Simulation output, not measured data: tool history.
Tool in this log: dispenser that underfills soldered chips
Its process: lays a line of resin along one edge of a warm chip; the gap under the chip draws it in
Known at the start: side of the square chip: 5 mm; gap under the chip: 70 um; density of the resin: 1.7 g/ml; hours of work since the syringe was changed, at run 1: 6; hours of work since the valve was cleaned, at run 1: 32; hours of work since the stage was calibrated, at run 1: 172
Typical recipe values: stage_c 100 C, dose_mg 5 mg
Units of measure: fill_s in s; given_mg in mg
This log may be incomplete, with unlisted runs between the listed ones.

run,hour,stage_c,dose_mg,hours of work since the syringe was changed,hours of work since the valve was cleaned,hours of work since the stage was calibrated,fill_s,given_mg
1,0,100,5,6,32,172,13.9,4.9
# hour 4.2: new syringe of resin
2,6.3,100,5,1,36,176,10.8,4.88
3,14.1,100,5,6,41,181,15,4.87
# hour 16.8: new syringe of resin
4,23.1,100,5,4,46,187,13,4.85
# hour 29.7: new syringe of resin
5,29.7,101,5,0,50,191,9.2,4.89
6,39.4,101,5,6,57,197,14.7,4.79
# hour 42.4: new syringe of resin
7,44.4,101,5,1,60,200,9.7,4.82
8,49.5,101,5,5,63,203,13.3,4.71
# hour 54.8: new syringe of resin
9,58.1,101,5,2,68,208,10.1,4.7
# hour 67.2: new syringe of resin
10,68.3,100,4.65,1,74,214,10.4,4.45
11,77.2,100,5,6,80,220,16.2,4.79
# hour 79.6: new syringe of resin
12,86,100,5.9,4,85,226,12.8,5.53
# hour 92.4: new syringe of resin
13,92.7,100,5.93,0,89,230,9.4,5.5
14,99.1,100,5.93,4,94,234,13,5.47
15,103.9,100,6.16,7,97,237,16.4,5.71
# hour 104.9: new syringe of resin
16,110.4,100,6.16,3,100,241,11.7,5.65
17,115,100,6.16,6,103,244,16,5.59
# hour 117.4: new syringe of resin
18,122.3,100,6.16,3,108,248,11.7,5.65
19,128.3,90,5,7,112,252,23.7,4.55
# hour 130.2: new syringe of resin
20,138,90,5,5,118,258,20.5,4.48
# hour 142.8: new syringe of resin
21,143.7,89,5.88,1,121,261,14.5,5.31
# hour 152: dispensing valve cleaned and set on the balance
22,154.6,89,4.99,7,2,267,24.5,4.98
# hour 156.3: new syringe of resin
23,160.2,95,6.15,2,5,271,13.9,6.11
24,166.8,110,5,7,9,275,10.9,5
# hour 168.8: new syringe of resin
25,174.1,98,5,3,14,279,12.6,4.87
26,178.3,113,6.03,6,16,282,9.3,5.96
# hour 181.2: new syringe of resin
27,186.7,103,6.37,3,21,287,11.5,6.22
28,192.7,108,5,7,25,291,12.1,4.92
# hour 193.8: new syringe of resin
29,198.2,91,4.81,3,29,294,17.4,4.71
# hour 206.4: new syringe of resin
30,208,100,4.79,1,35,300,10.4,4.62
31,217,100,4.79,7,40,306,16.3,4.63
# hour 218.8: new syringe of resin
32,221.3,107,4.41,2,43,309,8.7,4.24
33,226.7,109,4.31,5,46,312,10.1,4.17
# hour 231.5: new syringe of resin
34,231.5,88,5.25,0,49,315,15.3,5.06
35,237.2,105,5.84,4,53,318,10.8,5.54
# hour 244.3: new syringe of resin
36,246.7,100,6.08,2,58,324,11.1,5.85

What differs in the tool's unlogged condition from the final listed run ahead of each entry between runs to the first listed run following it?
After run 1, before run 2: new syringe of resin (hour 4.2)
  resin's viscosity, % of fresh resin's: 151.8 -> 110.9; dose that the valve gives, % of what is set: 97.85 -> 97.54; true chip temperature over the reading, C: -1.35 -> -1.38
  measured minus no-state result, fill_s: +5.3 -> +1.5 s; given_mg: -0.11 -> -0.13 mg
After run 3, before run 4: new syringe of resin (hour 16.8)
  resin's viscosity, % of fresh resin's: 162.1 -> 135.1; dose that the valve gives, % of what is set: 97.09 -> 96.66; true chip temperature over the reading, C: -1.41 -> -1.45
  measured minus no-state result, fill_s: +6.4 -> +3.8 s; given_mg: -0.14 -> -0.17 mg
After run 4, before run 5: new syringe of resin (hour 29.7)
  resin's viscosity, % of fresh resin's: 135.1 -> 101.2; dose that the valve gives, % of what is set: 96.66 -> 96.29; true chip temperature over the reading, C: -1.45 -> -1.48
  measured minus no-state result, fill_s: +3.8 -> +0.6 s; given_mg: -0.17 -> -0.18 mg
After run 6, before run 7: new syringe of resin (hour 42.4)
  resin's viscosity, % of fresh resin's: 162 -> 111.4; dose that the valve gives, % of what is set: 95.8 -> 95.56; true chip temperature over the reading, C: -1.53 -> -1.55
  measured minus no-state result, fill_s: +6.1 -> +1.6 s; given_mg: -0.21 -> -0.22 mg
After run 8, before run 9: new syringe of resin (hour 54.8)
  resin's viscosity, % of fresh resin's: 142.8 -> 116.9; dose that the valve gives, % of what is set: 95.29 -> 94.83; true chip temperature over the reading, C: -1.58 -> -1.62
  measured minus no-state result, fill_s: +4.4 -> +2.1 s; given_mg: -0.24 -> -0.26 mg
After run 9, before run 10: new syringe of resin (hour 67.2)
  resin's viscosity, % of fresh resin's: 116.9 -> 108; dose that the valve gives, % of what is set: 94.83 -> 94.31; true chip temperature over the reading, C: -1.62 -> -1.66
  measured minus no-state result, fill_s: +2.1 -> +1.5 s; given_mg: -0.26 -> -0.27 mg
After run 11, before run 12: new syringe of resin (hour 79.6)
  resin's viscosity, % of fresh resin's: 165.5 -> 136.2; dose that the valve gives, % of what is set: 93.85 -> 93.41; true chip temperature over the reading, C: -1.7 -> -1.74
  measured minus no-state result, fill_s: +6.8 -> +4.1 s; given_mg: -0.31 -> -0.39 mg
After run 12, before run 13: new syringe of resin (hour 92.4)
  resin's viscosity, % of fresh resin's: 136.2 -> 100.1; dose that the valve gives, % of what is set: 93.41 -> 93.08; true chip temperature over the reading, C: -1.74 -> -1.77
  measured minus no-state result, fill_s: +4.1 -> +0.7 s; given_mg: -0.39 -> -0.41 mg
After run 15, before run 16: new syringe of resin (hour 104.9)
  resin's viscosity, % of fresh resin's: 171.4 -> 129.3; dose that the valve gives, % of what is set: 92.48 -> 92.12; true chip temperature over the reading, C: -1.82 -> -1.85
  measured minus no-state result, fill_s: +7.4 -> +3.4 s; given_mg: -0.46 -> -0.48 mg
After run 17, before run 18: new syringe of resin (hour 117.4)
  resin's viscosity, % of fresh resin's: 161.9 -> 126.2; dose that the valve gives, % of what is set: 91.88 -> 91.52; true chip temperature over the reading, C: -1.87 -> -1.9
  measured minus no-state result, fill_s: +6.6 -> +3.2 s; given_mg: -0.51 -> -0.52 mg
After run 19, before run 20: new syringe of resin (hour 130.2)
  resin's viscosity, % of fresh resin's: 168.6 -> 143.9; dose that the valve gives, % of what is set: 91.2 -> 90.69; true chip temperature over the reading, C: -1.93 -> -1.98
  measured minus no-state result, fill_s: +10.7 -> +7.5 s; given_mg: -0.44 -> -0.46 mg
After run 20, before run 21: new syringe of resin (hour 142.8)
  resin's viscosity, % of fresh resin's: 143.9 -> 104.6; dose that the valve gives, % of what is set: 90.69 -> 90.45; true chip temperature over the reading, C: -1.98 -> -2
  measured minus no-state result, fill_s: +7.5 -> +1.8 s; given_mg: -0.46 -> -0.56 mg
After run 21, before run 22: dispensing valve cleaned and set on the balance (hour 152)
  resin's viscosity, % of fresh resin's: 104.6 -> 168.4; dose that the valve gives, % of what is set: 90.45 -> 99.94; true chip temperature over the reading, C: -2 -> -2.05
  measured minus no-state result, fill_s: +1.8 -> +11.2 s; given_mg: -0.56 -> +0 mg
After run 22, before run 23: new syringe of resin (hour 156.3)
  resin's viscosity, % of fresh resin's: 168.4 -> 119.9; dose that the valve gives, % of what is set: 99.94 -> 99.63; true chip temperature over the reading, C: -2.05 -> -2.08
  measured minus no-state result, fill_s: +11.2 -> +3.2 s; given_mg: +0 -> -0.02 mg
After run 24, before run 25: new syringe of resin (hour 168.8)
  resin's viscosity, % of fresh resin's: 164.5 -> 128.3; dose that the valve gives, % of what is set: 99.29 -> 98.93; true chip temperature over the reading, C: -2.11 -> -2.14
  measured minus no-state result, fill_s: +4.8 -> +3.7 s; given_mg: -0.03 -> -0.06 mg
After run 26, before run 27: new syringe of resin (hour 181.2)
  resin's viscosity, % of fresh resin's: 157.5 -> 130.8; dose that the valve gives, % of what is set: 98.69 -> 98.2; true chip temperature over the reading, C: -2.16 -> -2.2
  measured minus no-state result, fill_s: +3.8 -> +3.4 s; given_mg: -0.08 -> -0.12 mg
After run 28, before run 29: new syringe of resin (hour 193.8)
  resin's viscosity, % of fresh resin's: 174.5 -> 123.6; dose that the valve gives, % of what is set: 97.9 -> 97.62; true chip temperature over the reading, C: -2.23 -> -2.25
  measured minus no-state result, fill_s: +5.9 -> +4.4 s; given_mg: -0.1 -> -0.12 mg
After run 29, before run 30: new syringe of resin (hour 206.4)
  resin's viscosity, % of fresh resin's: 123.6 -> 106.1; dose that the valve gives, % of what is set: 97.62 -> 97.14; true chip temperature over the reading, C: -2.25 -> -2.29
  measured minus no-state result, fill_s: +4.4 -> +1.4 s; given_mg: -0.12 -> -0.13 mg
After run 31, before run 32: new syringe of resin (hour 218.8)
  resin's viscosity, % of fresh resin's: 163.8 -> 111.5; dose that the valve gives, % of what is set: 96.66 -> 96.42; true chip temperature over the reading, C: -2.34 -> -2.36
  measured minus no-state result, fill_s: +7.1 -> +1.5 s; given_mg: -0.16 -> -0.16 mg
After run 33, before run 34: new syringe of resin (hour 231.5)
  resin's viscosity, % of fresh resin's: 144.3 -> 99.8; dose that the valve gives, % of what is set: 96.12 -> 95.91; true chip temperature over the reading, C: -2.38 -> -2.4
  measured minus no-state result, fill_s: +3.8 -> +1.4 s; given_mg: -0.17 -> -0.21 mg
After run 35, before run 36: new syringe of resin (hour 244.3)
  resin's viscosity, % of fresh resin's: 131.1 -> 113; dose that the valve gives, % of what is set: 95.63 -> 95.13; true chip temperature over the reading, C: -2.43 -> -2.47
  measured minus no-state result, fill_s: +3.2 -> +2.2 s; given_mg: -0.26 -> -0.3 mg
